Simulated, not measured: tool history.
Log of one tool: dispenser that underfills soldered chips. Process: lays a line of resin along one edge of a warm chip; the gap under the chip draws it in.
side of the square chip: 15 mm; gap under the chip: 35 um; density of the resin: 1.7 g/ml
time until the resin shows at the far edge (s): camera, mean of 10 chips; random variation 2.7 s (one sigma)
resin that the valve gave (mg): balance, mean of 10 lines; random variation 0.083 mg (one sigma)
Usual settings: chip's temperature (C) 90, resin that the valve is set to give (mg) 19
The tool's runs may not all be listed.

run	hour	chip's temperature (C)	resin that the valve is set to give (mg)	time until the resin shows at the far edge (s)	resin that the valve gave (mg)
1	0	90	19	328	17.89
# hour 1.6: new syringe of resin
# hour 3.5: dispensing valve cleaned and set on the balance
2	10.8	90	22	327.6	21.85
# hour 12.7: new syringe of resin
3	16.6	80	19	414.5	18.81
# hour 22.1: new syringe of resin
4	28.8	98	19	259.2	18.76
# hour 32.4: new syringe of resin
5	34.7	98	19	225.9	18.69
# hour 42.4: new syringe of resin
6	45.7	98	19	229.1	18.69
# hour 52.2: new syringe of resin
7	53.6	98	19	220.7	18.4
# hour 62.4: new syringe of resin
8	62.8	80	19	385.8	18.36
# hour 72.1: new syringe of resin
9	72.5	80	19	387.2	18.28
10	78	80	19	450.2	18.28
# hour 81.6: new syringe of resin
11	89.7	80	19	462.2	17.99
# hour 91.8: new syringe of resin
# hour 101.9: new syringe of resin
12	101.9	78	19	405.3	18.07
13	107.1	90	17	330.3	16.11
# hour 111.8: new syringe of resin
# hour 119: dispensing valve cleaned and set on the balance
14	119.4	90	17	338.8	16.93
# hour 122.7: new syringe of resin
15	125.3	90	17	300.4	16.93
# hour 132.6: new syringe of resin
16	133.2	86	19	315.4	18.79
# hour 142.4: new syringe of resin
17	142.4	86	19	318.9	18.77
18	149.1	103	22.5	213.6	22.1
# hour 151.8: new syringe of resin
19	159.1	90	18.8	336.3	18.42
# hour 161.7: new syringe of resin
20	168.9	99	23.8	244.6	23.29
# hour 171.2: new syringe of resin
21	177.3	87	17	373.1	16.39
# hour 181: new syringe of resin
22	189.3	95	17	305.6	16.4
# hour 190.7: new syringe of resin
23	199.5	95	17	308.7	16.26
# hour 200.7: new syringe of resin
24	204.6	90	23.9	293.2	22.81
# hour 210.5: new syringe of resin
25	213.1	85	24.2	334.8	23.16
# hour 220.1: new syringe of resin
26	223.7	85	24.2	347.6	22.8
# hour 229.5: new syringe of resin
# hour 234.3: dispensing valve cleaned and set on the balance
27	235.8	85	21.6	377.1	21.55
# hour 240.2: new syringe of resin
28	241	85	21.6	337.9	21.52
29	247.5	85	21.6	394.2	21.46
# hour 249.7: new syringe of resin
30	258	100	18.9	257.3	18.7
# hour 259.2: new syringe of resin
# hour 268.7: new syringe of resin
31	268.7	100	18.9	204.2	18.52
32	275.6	88	23.3	346.9	22.69
# hour 278.7: new syringe of resin
33	281.7	80	18.2	423.4	17.8

3 ways to go on from here, each from the tool as it stands after run 33. What would each give?
# hour 288.4: new syringe of resin
A	291.5	80	17.2	?	?
# hour 288.4: new syringe of resin
B	291.5	78	18.1	?	?
# hour 288.4: new syringe of resin
C	291.5	81	22.9	?	?

run	time until the resin shows at the far edge (s)	resin that the valve gave (mg)
A	432.3	16.77
B	463.1	17.73
C	399.2	22.2
Without the tool's hidden state the same runs would have given:
run	time until the resin shows at the far edge (s)	resin that the valve gave (mg)
A	372.2	17.27
B	399.2	18.26
C	346.2	22.87

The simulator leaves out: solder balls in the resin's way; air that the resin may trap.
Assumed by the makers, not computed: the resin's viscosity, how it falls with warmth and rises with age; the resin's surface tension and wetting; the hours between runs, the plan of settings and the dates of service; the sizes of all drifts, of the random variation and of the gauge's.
